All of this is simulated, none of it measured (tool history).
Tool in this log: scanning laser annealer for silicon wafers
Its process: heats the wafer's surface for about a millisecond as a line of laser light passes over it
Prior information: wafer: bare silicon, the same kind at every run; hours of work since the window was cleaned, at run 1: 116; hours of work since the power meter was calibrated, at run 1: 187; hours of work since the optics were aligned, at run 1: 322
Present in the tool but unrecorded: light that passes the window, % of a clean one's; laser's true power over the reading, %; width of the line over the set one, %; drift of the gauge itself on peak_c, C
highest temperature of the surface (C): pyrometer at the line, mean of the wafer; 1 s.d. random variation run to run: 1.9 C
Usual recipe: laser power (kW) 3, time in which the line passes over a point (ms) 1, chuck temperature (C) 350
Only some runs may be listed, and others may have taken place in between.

| run | day | laser power (kW) | time in which the line passes over a point (ms) | chuck temperature (C) | hours of work since the window was cleaned | hours of work since the power meter was calibrated | hours of work since the optics were aligned | highest temperature of the surface (C) |
|---|---|---|---|---|---|---|---|---|
| 1 | 0 | 3 | 1 | 350 | 116 | 187 | 322 | 1159 |
| 2 | 2.667 | 3 | 1 | 350 | 165 | 236 | 371 | 1157 |
| 3 | 5.067 | 2.686 | 1 | 350 | 209 | 280 | 416 | 1047 |
| 4 | 7.258 | 2.686 | 1 | 350 | 249 | 321 | 456 | 1045 |
| 5 | 9.821 | 2.686 | 1 | 350 | 297 | 368 | 503 | 1048 |
| 6 | 11.883 | 2.686 | 1 | 353 | 335 | 406 | 541 | 1049 |
| 7 | 13.912 | 3 | 1 | 350 | 372 | 443 | 579 | 1146 |
| 8 | 16.096 | 3 | 1 | 350 | 412 | 484 | 619 | 1145 |
|  | 16.383 | laser's power meter calibrated |
| 9 | 17.354 | 2.567 | 1.2 | 334 | 433 | 18 | 640 | 1056 |
| 10 | 19.996 | 2.567 | 1.2 | 334 | 482 | 67 | 689 | 1059 |
| 11 | 22.612 | 2.567 | 1.2 | 334 | 530 | 115 | 737 | 1057 |
|  | 23.304 | window over the wafer cleaned |
| 12 | 24.283 | 3.076 | 1.22 | 368 | 18 | 144 | 766 | 1309 |
|  | 26.562 | laser's power meter calibrated, once more |
| 13 | 26.817 | 3.076 | 1.22 | 368 | 62 | 5 | 810 | 1318 |
| 14 | 28.662 | 3.076 | 1.22 | 368 | 96 | 39 | 844 | 1308 |
| 15 | 30.871 | 2.753 | 1.03 | 350 | 137 | 79 | 885 | 1091 |
| 16 | 32.571 | 3.291 | 1.18 | 355 | 168 | 111 | 916 | 1357 |

Each row is a separate what-if for the run after 16, all from the same tool condition, not one after another. Results?
| A | 33.75 | 3.002 | 1.2 | 315 | 190 | 132 | 938 | ? |
| B | 33.75 | 3.07 | 0.7 | 329 | 190 | 132 | 938 | ? |
| C | 33.75 | 2.639 | 1.14 | 350 | 190 | 132 | 938 | ? |
| D | 33.75 | 3.114 | 0.83 | 387 | 190 | 132 | 938 | ? |

| run | highest temperature of the surface (C) |
|---|---|
| A | 1215 |
| B | 1005 |
| C | 1089 |
| D | 1146 |
With no hidden state in the tool, these same runs would have given:
| run | highest temperature of the surface (C) |
|---|---|
| A | 1226 |
| B | 1013 |
| C | 1098 |
| D | 1156 |

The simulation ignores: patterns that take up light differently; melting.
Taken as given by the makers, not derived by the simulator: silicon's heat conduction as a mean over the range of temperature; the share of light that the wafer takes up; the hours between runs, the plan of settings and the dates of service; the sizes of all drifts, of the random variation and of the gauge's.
